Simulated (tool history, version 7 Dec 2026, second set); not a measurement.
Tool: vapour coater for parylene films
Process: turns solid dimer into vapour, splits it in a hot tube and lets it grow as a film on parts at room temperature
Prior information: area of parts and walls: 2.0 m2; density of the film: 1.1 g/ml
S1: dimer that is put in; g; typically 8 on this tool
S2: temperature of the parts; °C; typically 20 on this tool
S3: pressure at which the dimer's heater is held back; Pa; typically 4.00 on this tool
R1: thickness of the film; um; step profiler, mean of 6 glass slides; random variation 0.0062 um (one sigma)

run 1 day=0.000 | S1=8 S2=20 S3=4.00 | R1=1.850
run 2 day=0.854 | S1=8 S2=20 S3=4.00 | R1=1.847
run 3 day=1.908 | S1=8 S2=20 S3=4.00 | R1=1.830
run 4 day=3.417 | S1=8 S2=20 S3=6.07 | R1=1.685
run 5 day=4.925 | S1=13 S2=20 S3=4.00 | R1=2.956
run 6 day=5.746 | S1=8 S2=20 S3=4.00 | R1=1.814
run 7 day=7.662 | S1=8 S2=20 S3=4.00 | R1=1.809
run 8 day=8.633 | S1=8 S2=20 S3=4.00 | R1=1.807
run 9 day=9.504 | S1=8 S2=20 S3=4.00 | R1=1.802
run 10 day=10.308 | S1=8 S2=20 S3=4.00 | R1=1.788
run 11 day=11.225 | S1=8 S2=20 S3=4.68 | R1=1.715
-- day=12.542 trap's valve overhauled
run 12 day=12.579 | S1=8 S2=20 S3=8.86 | R1=1.590
run 13 day=13.488 | S1=8 S2=20 S3=8.86 | R1=1.592
run 14 day=14.704 | S1=8 S2=20 S3=8.86 | R1=1.580
run 15 day=15.575 | S1=8 S2=20 S3=8.86 | R1=1.570
run 16 day=17.158 | S1=8 S2=20 S3=8.86 | R1=1.573
run 17 day=18.038 | S1=8 S2=20 S3=8.86 | R1=1.569
run 18 day=19.917 | S1=8 S2=20 S3=8.86 | R1=1.561
run 19 day=21.338 | S1=8 S2=20 S3=4.00 | R1=1.835
run 20 day=22.621 | S1=8 S2=20 S3=5.27 | R1=1.731
run 21 day=23.908 | S1=8 S2=20 S3=5.27 | R1=1.726
run 22 day=25.167 | S1=8 S2=14 S3=4.00 | R1=2.373
run 23 day=26.621 | S1=8 S2=20 S3=4.00 | R1=1.814
run 24 day=27.679 | S1=8 S2=20 S3=4.00 | R1=1.806
run 25 day=28.600 | S1=8 S2=20 S3=4.00 | R1=1.804
run 26 day=29.775 | S1=9 S2=20 S3=4.00 | R1=2.024
-- day=31.054 trap's valve overhauled
run 27 day=31.308 | S1=8 S2=22 S3=2.18 | R1=1.978

What will run 28 give?
run 28 day=33.312 | S1=8 S2=22 S3=2.18 | R1=?

Run 28 gave R1 1.957 um.
Minus the tool's unlogged condition, the same run would have read R1 1.947 um.
